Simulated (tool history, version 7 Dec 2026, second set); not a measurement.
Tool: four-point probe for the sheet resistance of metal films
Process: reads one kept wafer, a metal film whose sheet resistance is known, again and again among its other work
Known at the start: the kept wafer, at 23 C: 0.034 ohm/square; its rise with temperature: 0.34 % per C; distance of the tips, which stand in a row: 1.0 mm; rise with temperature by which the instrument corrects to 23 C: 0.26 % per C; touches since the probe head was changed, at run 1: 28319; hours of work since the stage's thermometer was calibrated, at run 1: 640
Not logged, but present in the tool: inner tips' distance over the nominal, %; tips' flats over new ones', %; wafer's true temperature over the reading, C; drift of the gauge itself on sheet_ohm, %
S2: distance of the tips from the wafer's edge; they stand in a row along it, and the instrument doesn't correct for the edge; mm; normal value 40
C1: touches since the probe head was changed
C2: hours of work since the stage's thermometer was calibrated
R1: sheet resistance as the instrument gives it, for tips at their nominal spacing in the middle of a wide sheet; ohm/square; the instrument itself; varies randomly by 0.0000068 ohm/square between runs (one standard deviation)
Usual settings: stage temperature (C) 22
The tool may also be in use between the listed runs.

run 1 hour=0.0 | stage_temperature_(C)=22 S2=40 | C1=28319 C2=640 | R1=0.033991
run 2 hour=18.9 | stage_temperature_(C)=22 S2=40 | C1=28701 C2=653 | R1=0.034003
run 3 hour=38.4 | stage_temperature_(C)=29 S2=40 | C1=29093 C2=667 | R1=0.034173
run 4 hour=58.0 | stage_temperature_(C)=29 S2=40 | C1=29489 C2=681 | R1=0.034165
run 5 hour=89.2 | stage_temperature_(C)=29 S2=40 | C1=30119 C2=702 | R1=0.034173
run 6 hour=112.9 | stage_temperature_(C)=29 S2=40 | C1=30598 C2=719 | R1=0.034170
run 7 hour=148.5 | stage_temperature_(C)=29 S2=40 | C1=31316 C2=743 | R1=0.034168
run 8 hour=166.3 | stage_temperature_(C)=22 S2=40 | C1=31674 C2=756 | R1=0.034016
run 9 hour=193.4 | stage_temperature_(C)=22 S2=40 | C1=32221 C2=775 | R1=0.033985
run 10 hour=229.9 | stage_temperature_(C)=22 S2=40 | C1=32957 C2=800 | R1=0.033982
run 11 hour=247.4 | stage_temperature_(C)=22 S2=40 | C1=33310 C2=812 | R1=0.033987
run 12 hour=277.3 | stage_temperature_(C)=22 S2=40 | C1=33914 C2=833 | R1=0.033986
run 13 hour=292.3 | stage_temperature_(C)=22 S2=40 | C1=34216 C2=843 | R1=0.033979
run 14 hour=328.9 | stage_temperature_(C)=22 S2=40 | C1=34956 C2=869 | R1=0.033980
run 15 hour=357.4 | stage_temperature_(C)=22 S2=74 | C1=35530 C2=889 | R1=0.033980
run 16 hour=385.8 | stage_temperature_(C)=22 S2=74 | C1=36103 C2=909 | R1=0.033970
run 17 hour=403.8 | stage_temperature_(C)=28 S2=43 | C1=36466 C2=921 | R1=0.034143
run 18 hour=430.7 | stage_temperature_(C)=24 S2=5 | C1=37009 C2=940 | R1=0.034748
run 19 hour=463.8 | stage_temperature_(C)=24 S2=5 | C1=37676 C2=963 | R1=0.034738
run 20 hour=497.6 | stage_temperature_(C)=20 S2=6 | C1=38358 C2=986 | R1=0.034428
run 21 hour=531.6 | stage_temperature_(C)=20 S2=6 | C1=39044 C2=1010 | R1=0.034426
run 22 hour=547.6 | stage_temperature_(C)=20 S2=68 | C1=39367 C2=1021 | R1=0.033935
run 23 hour=583.9 | stage_temperature_(C)=20 S2=68 | C1=40099 C2=1046 | R1=0.033938
run 24 hour=601.0 | stage_temperature_(C)=30 S2=68 | C1=40443 C2=1058 | R1=0.034184
run 25 hour=636.2 | stage_temperature_(C)=30 S2=68 | C1=41155 C2=1083 | R1=0.034210
run 26 hour=667.7 | stage_temperature_(C)=30 S2=68 | C1=41790 C2=1105 | R1=0.034180
run 27 hour=684.0 | stage_temperature_(C)=30 S2=68 | C1=42118 C2=1116 | R1=0.034181
run 28 hour=703.8 | stage_temperature_(C)=30 S2=68 | C1=42518 C2=1130 | R1=0.034178

What will run 29 give?
run 29 hour=733.3 | stage_temperature_(C)=30 S2=68 | C1=43113 C2=1150 | R1=?

R1: 0.034190 ohm/square
On a tool with no hidden condition, and with the same random variation, this run would have come out at R1 0.034188 ohm/square.
